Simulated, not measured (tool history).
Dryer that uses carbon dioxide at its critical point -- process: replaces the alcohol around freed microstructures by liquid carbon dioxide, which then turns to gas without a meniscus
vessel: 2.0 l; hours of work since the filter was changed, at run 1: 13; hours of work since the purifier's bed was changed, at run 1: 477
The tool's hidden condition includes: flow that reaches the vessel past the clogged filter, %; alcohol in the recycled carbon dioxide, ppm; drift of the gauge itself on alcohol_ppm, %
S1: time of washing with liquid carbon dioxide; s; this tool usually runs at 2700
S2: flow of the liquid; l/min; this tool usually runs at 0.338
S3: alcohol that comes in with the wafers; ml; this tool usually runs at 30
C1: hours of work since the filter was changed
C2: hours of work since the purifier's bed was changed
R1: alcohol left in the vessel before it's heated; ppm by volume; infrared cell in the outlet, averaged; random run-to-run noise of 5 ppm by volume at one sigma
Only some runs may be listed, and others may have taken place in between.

{"run": 1, "hour": 0.0, "S1": 2700, "S2": 0.338, "S3": 30, "C1": 13, "C2": 477, "R1": 119}
{"run": 2, "hour": 23.3, "S1": 2700, "S2": 0.338, "S3": 30, "C1": 23, "C2": 487, "R1": 129}
{"run": 3, "hour": 60.8, "S1": 2700, "S2": 0.338, "S3": 30, "C1": 40, "C2": 504, "R1": 135}
{"run": 4, "hour": 84.0, "S1": 2700, "S2": 0.338, "S3": 30, "C1": 50, "C2": 514, "R1": 127}
{"run": 5, "hour": 111.0, "S1": 2700, "S2": 0.338, "S3": 30, "C1": 62, "C2": 526, "R1": 132}
{"run": 6, "hour": 135.9, "S1": 2700, "S2": 0.338, "S3": 30, "C1": 73, "C2": 537, "R1": 137}
{"run": 7, "hour": 151.9, "S1": 2700, "S2": 0.338, "S3": 30, "C1": 80, "C2": 544, "R1": 145}
{"run": 8, "hour": 169.7, "S1": 2700, "S2": 0.338, "S3": 30, "C1": 88, "C2": 552, "R1": 144}
{"run": 9, "hour": 205.8, "S1": 3240, "S2": 0.431, "S3": 42, "C1": 104, "C2": 568, "R1": 123}
{"run": 10, "hour": 231.6, "S1": 3240, "S2": 0.554, "S3": 32, "C1": 116, "C2": 580, "R1": 141}
{"run": 11, "hour": 258.2, "S1": 3240, "S2": 0.395, "S3": 74, "C1": 128, "C2": 591, "R1": 150}
{"run": 12, "hour": 273.7, "S1": 2700, "S2": 0.338, "S3": 39, "C1": 135, "C2": 598, "R1": 163}

For run 13, what comes out?
{"run": 13, "hour": 306.4, "S1": 2460, "S2": 0.338, "S3": 29, "C1": 149, "C2": 613, "R1": "?"}

R1: 176 ppm by volume
Were there no unlogged condition in the tool, this run, its random variation unchanged, would have produced R1 30 ppm by volume.
